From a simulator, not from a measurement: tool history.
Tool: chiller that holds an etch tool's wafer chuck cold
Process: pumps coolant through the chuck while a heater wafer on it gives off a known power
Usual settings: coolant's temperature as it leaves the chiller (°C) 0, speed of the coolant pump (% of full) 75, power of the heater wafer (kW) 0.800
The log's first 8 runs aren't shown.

| run | day | coolant's temperature as it leaves the chiller (°C) | speed of the coolant pump (% of full) | power of the heater wafer (kW) | chuck's temperature once it has settled (°C) | how much warmer the coolant comes back (C) |
|---|---|---|---|---|---|---|
| 9 | 12.250 | 0 | 99 | 0.532 | 3.1 | 1.24 |
| 10 | 14.125 | 0 | 99 | 0.532 | 3.0 | 1.25 |
| 11 | 15.838 | 0 | 99 | 0.532 | 3.2 | 1.26 |
| 12 | 16.862 | 0 | 75 | 0.791 | 6.2 | 2.56 |
| 13 | 18.862 | 0 | 75 | 0.800 | 6.2 | 2.58 |
| 14 | 20.429 | 0 | 75 | 0.800 | 6.3 | 2.58 |
| 15 | 21.400 | 0 | 75 | 0.800 | 6.3 | 2.64 |
| 16 | 22.421 | 0 | 90 | 0.800 | 5.4 | 2.14 |
| 17 | 24.358 | 7 | 77 | 0.634 | 11.8 | 1.94 |
| 18 | 25.883 | 7 | 77 | 0.634 | 11.7 | 1.98 |
| 19 | 27.529 | 7 | 77 | 1.186 | 16.3 | 3.76 |
| 20 | 29.083 | 1 | 75 | 0.800 | 7.1 | 2.57 |
| 21 | 30.933 | 1 | 75 | 0.800 | 7.3 | 2.57 |
| 22 | 32.429 | 1 | 75 | 0.800 | 7.6 | 2.58 |
| 23 | 34.067 | 0 | 90 | 0.670 | 4.4 | 1.81 |
| 24 | 35.458 | 0 | 90 | 0.670 | 4.5 | 1.79 |
| 25 | 36.875 | 0 | 90 | 0.670 | 4.6 | 1.71 |
| 26 | 37.867 | 0 | 71 | 0.978 | 8.2 | 3.38 |
| 27 | 39.962 | 2 | 75 | 0.578 | 6.6 | 1.92 |
| 28 | 42.008 | 1 | 75 | 1.115 | 10.0 | 3.61 |
| 29 | 44.004 | 1 | 75 | 1.115 | 10.0 | 3.64 |
| 30 | 44.925 | 1 | 75 | 1.115 | 10.1 | 3.64 |
| 31 | 46.221 | 1 | 75 | 1.115 | 10.3 | 3.64 |

4 ways to go on from here, each from the tool as it stands after run 31. What would each give?
| A | 47.929 | 1 | 62 | 0.558 | ? | ? |
| B | 47.929 | 10 | 80 | 0.524 | ? | ? |
| C | 47.929 | 0 | 69 | 0.407 | ? | ? |
| D | 47.929 | 1 | 79 | 0.471 | ? | ? |

| run | chuck's temperature once it has settled (°C) | how much warmer the coolant comes back (C) |
|---|---|---|
| A | 6.2 | 2.19 |
| B | 13.9 | 1.64 |
| C | 3.3 | 1.47 |
| D | 4.4 | 1.45 |
Without the tool's hidden state the same runs would have given:
| run | chuck's temperature once it has settled (°C) | how much warmer the coolant comes back (C) |
|---|---|---|
| A | 5.6 | 2.10 |
| B | 13.6 | 1.57 |
| C | 3.1 | 1.41 |
| D | 4.1 | 1.39 |
